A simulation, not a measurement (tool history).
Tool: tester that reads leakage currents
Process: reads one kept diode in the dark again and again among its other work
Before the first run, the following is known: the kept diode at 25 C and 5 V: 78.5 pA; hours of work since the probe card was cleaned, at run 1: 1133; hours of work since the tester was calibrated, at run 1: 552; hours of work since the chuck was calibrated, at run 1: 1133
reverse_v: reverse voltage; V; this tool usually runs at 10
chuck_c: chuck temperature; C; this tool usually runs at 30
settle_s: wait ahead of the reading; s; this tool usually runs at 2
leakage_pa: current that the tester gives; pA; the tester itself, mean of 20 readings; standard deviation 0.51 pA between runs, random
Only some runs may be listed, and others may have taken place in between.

run    hour  reverse_v  chuck_c  settle_s  hours of work since the probe card was cleaned  hours of work since the tester was calibrated  hours of work since the chuck was calibrated  leakage_pa
  1       0         10       30         2                                            1133                                            552                                          1133      178.89
  2    80.2       17.4       30         2                                            1187                                            606                                          1187      225.86
  3   159.7         10       38         2                                            1241                                            659                                          1241      368.33
  4   231.5        2.6       30         2                                            1289                                            708                                          1289      103.36
  5     307         10       30         2                                            1340                                            758                                          1340      180.96
  6   346.9         10       30         2                                            1366                                            785                                          1366      180.79
      379.5  -- chuck's temperature calibrated
  7   400.1         10       30         2                                            1401                                            820                                            14      170.55
  8   438.6         10       30         2                                            1427                                            845                                            40      170.63
  9   496.8         10       30         2                                            1466                                            885                                            79      170.83
 10   550.9         10       30         2                                            1502                                            921                                           115      170.83
 11   604.5         10       30         2                                            1538                                            957                                           151      171.16
 12   685.2         10       30         2                                            1593                                           1011                                           205      172.07
 13   758.1         10       30         2                                            1641                                           1060                                           254      172.13
 14   829.8         10       30         2                                            1690                                           1108                                           303      172.97
 15   902.1         10       30         2                                            1738                                           1157                                           351      173.46
 16   942.8       10.7       30         2                                            1766                                           1184                                           379      177.77
 17   995.1       10.7       48         2                                            1801                                           1219                                           414      853.63
 18  1063.9       10.7       48         2                                            1847                                           1266                                           460      855.52
 19  1115.2         10       30         2                                            1881                                           1300                                           494       173.8
 20  1183.7         10       30      2.24                                            1928                                           1346                                           540      174.21
 21  1241.7        5.3       30      0.85                                            1966                                           1385                                           579       134.8
 22  1295.9         10       35      1.31                                            2003                                           1422                                           616       275.9
 23  1359.6        2.7       46      1.86                                            2046                                           1464                                           659       418.8
 24  1417.6        2.7       46      1.86                                            2085                                           1503                                           698      417.27
 25  1484.5        3.3       38      5.78                                            2130                                           1548                                           743      227.03
 26  1543.5         10       26         2                                            2169                                           1588                                           782      123.24
 27  1613.4        5.6       59      1.66                                            2216                                           1635                                           829     1616.25
 28  1674.2        4.8       44      2.66                                            2257                                           1676                                           870      448.08
 29  1739.6        4.8       44      2.66                                            2301                                           1720                                           914      452.83
 30  1777.9       10.5       26      2.66                                            2327                                           1745                                           940       125.5
 31  1832.5         10       30         2                                            2364                                           1782                                           976      178.76
 32  1911.5         10       30         2                                            2417                                           1835                                          1030      178.77
 33  1962.8         10       30         2                                            2451                                           1870                                          1064      178.93
 34  2000.1         10       56         2                                            2476                                           1895                                          1089     1631.09
 35  2044.5         10       56         2                                            2506                                           1925                                          1119     1635.12
 36    2105         10       56         2                                            2547                                           1965                                          1160      1625.4
 37  2140.5        1.7       50      4.69                                            2571                                           1989                                          1183      491.15
 38  2189.2        1.7       50      4.69                                            2603                                           2022                                          1216      494.51
 39  2255.3        1.7       25      4.69                                            2648                                           2066                                          1261       53.99

How would selected steps in leakage_pa from run to run divide? Give the signed amount a tool lacking its hidden state would still show from settings, what came in and random variation, and the signed amount left for the hidden state, including any gauge scatter that is not in both of the compared results.
Hidden conditions of the tool in this case: stray current of the dirty probe card, pA a volt; current scale over the true one, %; true chuck temperature over the reading, C; drift of the gauge itself on leakage_pa, %.
Run 26 -> 27: reverse_v 10 -> 5.6, chuck_c 26 -> 59, settle_s 2 -> 1.66. leakage_pa +1493.01 pA: hidden state +42.15, all else +1450.86.
Run 27 -> 28: reverse_v 5.6 -> 4.8, chuck_c 59 -> 44, settle_s 1.66 -> 2.66. leakage_pa -1168.17 pA: hidden state -32.67, all else -1135.5.
Run 33 -> 34: chuck_c 30 -> 56. leakage_pa +1452.16 pA: hidden state +56.18, all else +1395.98.
Run 36 -> 37: reverse_v 10 -> 1.7, chuck_c 56 -> 50, settle_s 2 -> 4.69. leakage_pa -1134.25 pA: hidden state -48.51, all else -1085.74.
